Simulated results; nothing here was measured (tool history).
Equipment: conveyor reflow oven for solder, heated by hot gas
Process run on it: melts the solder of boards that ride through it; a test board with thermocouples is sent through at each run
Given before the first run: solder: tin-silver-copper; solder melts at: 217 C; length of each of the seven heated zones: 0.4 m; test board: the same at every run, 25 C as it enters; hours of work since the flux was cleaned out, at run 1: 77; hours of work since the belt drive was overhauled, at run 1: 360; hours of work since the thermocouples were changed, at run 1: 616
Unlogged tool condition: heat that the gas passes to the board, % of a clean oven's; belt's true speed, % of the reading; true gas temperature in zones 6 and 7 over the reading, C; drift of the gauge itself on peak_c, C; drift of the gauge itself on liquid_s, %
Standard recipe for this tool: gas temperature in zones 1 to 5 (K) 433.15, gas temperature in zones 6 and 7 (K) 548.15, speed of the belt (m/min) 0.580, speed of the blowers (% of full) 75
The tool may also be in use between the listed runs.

run	hour	gas temperature in zones 1 to 5 (K)	gas temperature in zones 6 and 7 (K)	speed of the belt (m/min)	speed of the blowers (% of full)	hours of work since the flux was cleaned out	hours of work since the belt drive was overhauled	hours of work since the thermocouples were changed	highest temperature of the board (K)	time above the solder's melting point (s)
1	0.0	433.15	548.15	0.580	75	77	360	616	534.01	64.9
2	13.9	433.15	548.15	0.580	75	82	366	622	534.01	64.9
3	32.5	433.15	548.15	0.580	75	90	374	629	533.71	65.1
4	49.4	423.15	548.15	0.580	75	97	381	636	532.59	61.3
5	66.1	433.15	561.15	0.580	75	104	388	643	545.93	71.5
6	78.6	433.15	548.15	0.580	75	109	393	649	533.86	64.8
7	99.8	433.15	548.15	0.580	75	118	402	657	534.02	64.7
8	111.7	433.15	548.15	0.580	75	123	407	662	533.83	64.6
# hour 124.6: thermocouples of zones 6 and 7 changed
9	125.7	433.15	548.15	0.580	75	128	412	0	534.18	65.0
10	140.2	433.15	548.15	0.580	75	134	418	7	534.00	64.8
11	155.2	433.15	548.15	0.571	75	140	424	13	534.55	66.3
12	169.7	433.15	548.15	0.571	75	147	430	19	534.38	66.5
13	180.3	433.15	548.15	0.571	75	151	435	23	534.57	66.3
14	196.7	433.15	548.15	0.571	75	158	442	30	534.67	66.3
15	214.5	433.15	548.15	0.571	75	165	449	38	534.43	66.4
16	226.7	433.15	548.15	0.571	77	170	454	43	534.61	66.8
17	244.1	443.15	548.15	0.580	79	178	461	50	536.02	69.3
18	262.5	446.15	551.15	0.541	59	185	469	58	536.93	75.9
19	280.5	432.15	543.15	0.508	82	193	477	65	533.85	75.7
20	292.2	419.15	543.15	0.508	63	198	482	70	528.98	66.6
21	303.5	421.15	559.15	0.542	63	202	486	75	541.65	70.5
22	317.0	442.15	560.15	0.679	63	208	492	80	537.19	58.3
23	335.8	433.15	548.15	0.580	73	216	500	88	533.33	64.8
24	352.5	443.15	556.15	0.580	61	223	507	95	539.04	70.7
25	361.7	433.15	544.15	0.687	53	227	511	99	517.25	40.8
26	376.1	433.15	544.15	0.687	53	233	517	105	517.33	40.8
27	391.8	421.15	548.15	0.580	75	239	523	111	531.89	60.3
28	405.7	429.15	548.15	0.675	75	245	529	117	527.47	50.0
29	425.5	433.15	548.15	0.550	64	253	537	126	532.73	67.7
30	441.1	447.15	539.15	0.554	64	260	544	132	526.54	67.8
31	454.8	444.15	538.15	0.598	68	265	549	138	523.73	59.4

What if the next run were any one of these 3? Each begins from the tool's condition after run 31:
A	468.7	433.15	542.15	0.481	63	271	555	144	?	?
B	468.7	433.15	548.15	0.580	86	271	555	144	?	?
C	468.7	433.15	548.15	0.563	75	271	555	144	?	?

run	highest temperature of the board (K)	time above the solder's melting point (s)
A	531.02	77.6
B	535.37	66.6
C	534.26	67.4
The same runs, with their run-to-run variation unchanged, on a tool lacking any hidden condition would have given:
run	highest temperature of the board (K)	time above the solder's melting point (s)
A	531.64	76.8
B	536.34	66.1
C	535.14	66.8
